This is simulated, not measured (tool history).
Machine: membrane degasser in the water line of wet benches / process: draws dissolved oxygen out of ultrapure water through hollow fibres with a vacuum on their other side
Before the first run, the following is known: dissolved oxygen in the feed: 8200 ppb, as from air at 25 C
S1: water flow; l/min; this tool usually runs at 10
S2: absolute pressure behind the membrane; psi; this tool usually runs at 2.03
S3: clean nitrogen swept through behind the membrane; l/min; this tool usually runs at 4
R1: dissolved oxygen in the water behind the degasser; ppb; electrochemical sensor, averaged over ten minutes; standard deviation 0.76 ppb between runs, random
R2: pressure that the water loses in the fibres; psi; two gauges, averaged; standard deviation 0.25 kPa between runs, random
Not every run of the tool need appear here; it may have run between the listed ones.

| run | hour | S1 | S2 | S3 | R1 | R2 |
|---|---|---|---|---|---|---|
| 1 | 0 | 10 | 2.03 | 4 | 69.2 | 9.487 |
| 2 | 44.8 | 10 | 2.03 | 4 | 69.9 | 9.535 |
| 3 | 93.6 | 10 | 2.03 | 4 | 69.1 | 9.519 |
| 4 | 130.6 | 10 | 2.03 | 4 | 69.8 | 9.583 |
| 5 | 167 | 10 | 2.87 | 4 | 103.8 | 9.483 |
| 6 | 223.6 | 10 | 2.87 | 4 | 106.4 | 9.609 |
| 7 | 274.5 | 10 | 2.03 | 4 | 69.6 | 9.575 |
| 8 | 328.1 | 10 | 1.58 | 2.39 | 81.5 | 9.483 |
| 9 | 371.4 | 10 | 1.58 | 2.13 | 90.1 | 9.501 |
| 10 | 408.6 | 12 | 2.47 | 1.61 | 246.5 | 11.438 |
| 11 | 448.1 | 12 | 2.47 | 1.61 | 248.4 | 11.465 |
| 12 | 492.9 | 12 | 1.67 | 1.61 | 151.8 | 11.501 |
| 13 | 542.7 | 12 | 1.67 | 1.61 | 154 | 11.445 |
| 14 | 598.1 | 14 | 1.32 | 5.65 | 53.1 | 13.388 |

Each row is a separate what-if for the run after 14, all from the same tool condition, not one after another. Results?
| A | 631 | 6 | 1.33 | 5.65 | ? | ? |
| B | 631 | 14 | 1.94 | 5.65 | ? | ? |
| C | 631 | 13 | 1.32 | 2.1 | ? | ? |

| run | R1 | R2 |
|---|---|---|
| A | 16.6 | 5.681 |
| B | 77.8 | 13.3 |
| C | 101.2 | 12.399 |
The same runs, with their run-to-run variation unchanged, on a tool lacking any hidden condition would have given:
| run | R1 | R2 |
|---|---|---|
| A | 16.5 | 5.68 |
| B | 77.7 | 13.296 |
| C | 101.1 | 12.395 |
